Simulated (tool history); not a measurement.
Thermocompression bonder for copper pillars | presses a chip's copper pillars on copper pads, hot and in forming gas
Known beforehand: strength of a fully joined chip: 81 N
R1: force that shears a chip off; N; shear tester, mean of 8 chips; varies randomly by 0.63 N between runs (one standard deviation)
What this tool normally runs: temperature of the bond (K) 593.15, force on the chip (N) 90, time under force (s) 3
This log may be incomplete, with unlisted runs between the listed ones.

run 1 hour=0 | temperature_of_the_bond_(K)=593.15 force_on_the_chip_(N)=90 time_under_force_(s)=3 | R1=47.2
run 2 hour=12.2 | temperature_of_the_bond_(K)=593.15 force_on_the_chip_(N)=90 time_under_force_(s)=3 | R1=47.8
run 3 hour=20.4 | temperature_of_the_bond_(K)=609.15 force_on_the_chip_(N)=90 time_under_force_(s)=3 | R1=55.9
run 4 hour=28.3 | temperature_of_the_bond_(K)=609.15 force_on_the_chip_(N)=90 time_under_force_(s)=3 | R1=54.5
run 5 hour=40.3 | temperature_of_the_bond_(K)=593.15 force_on_the_chip_(N)=90 time_under_force_(s)=3 | R1=47.9
-- hour=48.5 forming gas filter changed
run 6 hour=49.8 | temperature_of_the_bond_(K)=593.15 force_on_the_chip_(N)=90 time_under_force_(s)=3 | R1=52.4
run 7 hour=65.3 | temperature_of_the_bond_(K)=593.15 force_on_the_chip_(N)=90 time_under_force_(s)=3 | R1=52.1
run 8 hour=72.4 | temperature_of_the_bond_(K)=593.15 force_on_the_chip_(N)=90 time_under_force_(s)=3 | R1=51.6
run 9 hour=85.7 | temperature_of_the_bond_(K)=593.15 force_on_the_chip_(N)=90 time_under_force_(s)=3 | R1=51.9
run 10 hour=96.3 | temperature_of_the_bond_(K)=593.15 force_on_the_chip_(N)=90 time_under_force_(s)=3 | R1=51.6
run 11 hour=104 | temperature_of_the_bond_(K)=612.15 force_on_the_chip_(N)=90 time_under_force_(s)=3 | R1=60.7
run 12 hour=119.9 | temperature_of_the_bond_(K)=612.15 force_on_the_chip_(N)=90 time_under_force_(s)=3 | R1=60.8
run 13 hour=127.9 | temperature_of_the_bond_(K)=566.15 force_on_the_chip_(N)=90 time_under_force_(s)=3 | R1=37.1
run 14 hour=141.3 | temperature_of_the_bond_(K)=612.15 force_on_the_chip_(N)=90 time_under_force_(s)=3 | R1=59.2
run 15 hour=148.7 | temperature_of_the_bond_(K)=612.15 force_on_the_chip_(N)=90 time_under_force_(s)=3 | R1=59.2
run 16 hour=158.7 | temperature_of_the_bond_(K)=612.15 force_on_the_chip_(N)=90 time_under_force_(s)=3 | R1=59.4
run 17 hour=169.3 | temperature_of_the_bond_(K)=612.15 force_on_the_chip_(N)=90 time_under_force_(s)=3 | R1=58
run 18 hour=181.6 | temperature_of_the_bond_(K)=593.15 force_on_the_chip_(N)=90 time_under_force_(s)=3 | R1=49.6
run 19 hour=191 | temperature_of_the_bond_(K)=593.15 force_on_the_chip_(N)=90 time_under_force_(s)=3 | R1=50.2
run 20 hour=202.6 | temperature_of_the_bond_(K)=593.15 force_on_the_chip_(N)=80 time_under_force_(s)=3 | R1=46.3
run 21 hour=218.3 | temperature_of_the_bond_(K)=600.15 force_on_the_chip_(N)=115 time_under_force_(s)=3 | R1=60.3
run 22 hour=233.6 | temperature_of_the_bond_(K)=582.15 force_on_the_chip_(N)=112 time_under_force_(s)=3 | R1=49.1
run 23 hour=246.2 | temperature_of_the_bond_(K)=593.15 force_on_the_chip_(N)=90 time_under_force_(s)=4 | R1=51.9
run 24 hour=260.3 | temperature_of_the_bond_(K)=593.15 force_on_the_chip_(N)=75 time_under_force_(s)=4 | R1=46.4
run 25 hour=270.6 | temperature_of_the_bond_(K)=600.15 force_on_the_chip_(N)=105 time_under_force_(s)=7 | R1=66.1
run 26 hour=286.3 | temperature_of_the_bond_(K)=600.15 force_on_the_chip_(N)=105 time_under_force_(s)=7 | R1=65.4
run 27 hour=301.8 | temperature_of_the_bond_(K)=597.15 force_on_the_chip_(N)=120 time_under_force_(s)=4 | R1=63.3
run 28 hour=313.3 | temperature_of_the_bond_(K)=568.15 force_on_the_chip_(N)=123 time_under_force_(s)=3 | R1=44.1
run 29 hour=327.3 | temperature_of_the_bond_(K)=593.15 force_on_the_chip_(N)=90 time_under_force_(s)=4 | R1=51.6
run 30 hour=342.9 | temperature_of_the_bond_(K)=593.15 force_on_the_chip_(N)=90 time_under_force_(s)=2 | R1=41.1
run 31 hour=353.5 | temperature_of_the_bond_(K)=593.15 force_on_the_chip_(N)=90 time_under_force_(s)=2 | R1=40.7
run 32 hour=364.7 | temperature_of_the_bond_(K)=570.15 force_on_the_chip_(N)=98 time_under_force_(s)=3 | R1=37.3
-- hour=377.9 force cell calibrated
run 33 hour=377.9 | temperature_of_the_bond_(K)=574.15 force_on_the_chip_(N)=90 time_under_force_(s)=6 | R1=44.4
run 34 hour=393.2 | temperature_of_the_bond_(K)=593.15 force_on_the_chip_(N)=90 time_under_force_(s)=2 | R1=39.7
run 35 hour=403 | temperature_of_the_bond_(K)=593.15 force_on_the_chip_(N)=90 time_under_force_(s)=2 | R1=39.8
run 36 hour=412.9 | temperature_of_the_bond_(K)=593.15 force_on_the_chip_(N)=59 time_under_force_(s)=2 | R1=27.6
-- hour=415.3 forming gas filter changed
run 37 hour=426.4 | temperature_of_the_bond_(K)=593.15 force_on_the_chip_(N)=59 time_under_force_(s)=2 | R1=30.4
run 38 hour=437.8 | temperature_of_the_bond_(K)=593.15 force_on_the_chip_(N)=59 time_under_force_(s)=2 | R1=31.1
run 39 hour=451.4 | temperature_of_the_bond_(K)=593.15 force_on_the_chip_(N)=59 time_under_force_(s)=2 | R1=31.8
run 40 hour=467.4 | temperature_of_the_bond_(K)=593.15 force_on_the_chip_(N)=99 time_under_force_(s)=3 | R1=51.8

Forecast each of these 3 alternatives for the next run:
run A hour=474 | temperature_of_the_bond_(K)=614.15 force_on_the_chip_(N)=79 time_under_force_(s)=7 | R1=?
run B hour=474 | temperature_of_the_bond_(K)=602.15 force_on_the_chip_(N)=90 time_under_force_(s)=7 | R1=?
run C hour=474 | temperature_of_the_bond_(K)=578.15 force_on_the_chip_(N)=79 time_under_force_(s)=3 | R1=?

run=A R1=67.1
run=B R1=66
run=C R1=36.6
With no hidden state in the tool, these same runs would have given:
run=A R1=70.3
run=B R1=69.3
run=C R1=40.1
